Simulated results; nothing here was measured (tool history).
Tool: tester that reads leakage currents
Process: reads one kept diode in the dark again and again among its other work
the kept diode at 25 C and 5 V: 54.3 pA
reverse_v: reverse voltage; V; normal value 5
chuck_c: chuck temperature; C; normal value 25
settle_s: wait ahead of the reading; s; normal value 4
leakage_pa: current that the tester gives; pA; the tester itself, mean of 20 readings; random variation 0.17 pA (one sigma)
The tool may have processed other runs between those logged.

run     day  reverse_v  chuck_c  settle_s  leakage_pa
  1       0          5       25         4       54.85
  2   1.192          5       25         4       54.76
  3   3.338          5       25         4        54.5
  4   5.242          5       24         4       50.25
  5   6.396          5       24         4       50.21
  6   7.446          5       25         4       54.42
  7   9.517          5       25         4       54.33
  8    11.5          5       58         4         614
  9  13.279       3.37       29         4       59.19
 10  15.275       7.78       29      4.46       96.54
 11  17.642       7.78       29      4.46       96.16
 12  19.133       9.35       29      4.46      106.82
 13  20.233       9.35       59       0.6      941.39

Each row is a separate what-if for the run after 13, all from the same tool condition, not one after another. Results?
  A  22.383       9.35       59      5.52           ?
  B  22.383       3.29       31       0.6           ?
  C  22.383       9.35       59      0.72           ?
  D  22.383       4.99       58      0.78           ?

run  leakage_pa
  A      938.63
  B       68.29
  C      941.58
  D      603.37
The same runs, with their run-to-run variation unchanged, on a tool lacking any hidden condition would have given:
run  leakage_pa
  A      960.21
  B       70.27
  C      963.06
  D      617.36

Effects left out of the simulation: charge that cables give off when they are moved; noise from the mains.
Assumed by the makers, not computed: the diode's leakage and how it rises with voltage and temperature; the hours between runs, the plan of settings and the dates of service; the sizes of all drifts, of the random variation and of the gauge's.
